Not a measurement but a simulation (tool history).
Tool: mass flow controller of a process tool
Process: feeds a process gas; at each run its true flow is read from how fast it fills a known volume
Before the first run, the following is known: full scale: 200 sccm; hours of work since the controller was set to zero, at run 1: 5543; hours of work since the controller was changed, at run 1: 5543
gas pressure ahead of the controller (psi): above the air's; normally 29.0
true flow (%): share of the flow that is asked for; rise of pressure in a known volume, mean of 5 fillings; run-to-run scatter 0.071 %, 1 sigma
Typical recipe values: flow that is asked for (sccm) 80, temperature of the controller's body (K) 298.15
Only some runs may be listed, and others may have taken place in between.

run    hour  flow that is asked for (sccm)  gas pressure ahead of the controller (psi)  temperature of the controller's body (K)  hours of work since the controller was set to zero  hours of work since the controller was changed  true flow (%)
  1     0.0                             80                                        29.0                                    298.15                                                5543                                            5543          99.68
      102.9  -- controller's zero set anew
  2   201.2                             80                                        29.0                                    298.15                                                  70                                            5686          99.70
  3   303.5                            114                                        29.0                                    298.15                                                 143                                            5758          99.76
  4   399.3                            114                                        29.0                                    298.15                                                 211                                            5827          99.77
  5   492.3                            114                                        29.0                                    298.15                                                 277                                            5893          99.77
  6   672.7                            114                                        29.0                                    298.15                                                 406                                            6021          99.54
  7   834.8                             80                                        29.0                                    298.15                                                 521                                            6137          99.42
  8   960.1                             80                                        29.0                                    298.15                                                 610                                            6226          99.45
  9  1119.1                            113                                        37.6                                    298.15                                                 723                                            6339          99.67
 10  1209.7                             44                                        22.8                                    296.15                                                 788                                            6403          99.05
 11  1339.3                             35                                        31.3                                    296.15                                                 880                                            6496          99.32
 12  1447.7                             26                                        29.0                                    305.15                                                 957                                            6573          98.53
 13  1554.5                            118                                        22.5                                    302.15                                                1033                                            6649          98.59
 14  1762.7                            100                                        31.0                                    301.15                                                1182                                            6797          98.88
 15  1903.1                             67                                        29.0                                    293.15                                                1282                                            6897          99.11

Hidden state at the last listed run before each entry between runs and at the first one after, where it differs:
Between runs 1 and 2: controller's zero set anew (hour 102.9)
  flow at rest that the sensor doesn't see, % of full scale: 0.005 -> 0; drift of the gauge itself on true_pct, %: 0 -> -0.09
  what was measured, less what the result would be without the hidden state, true flow (%): +0.02 -> -0.08
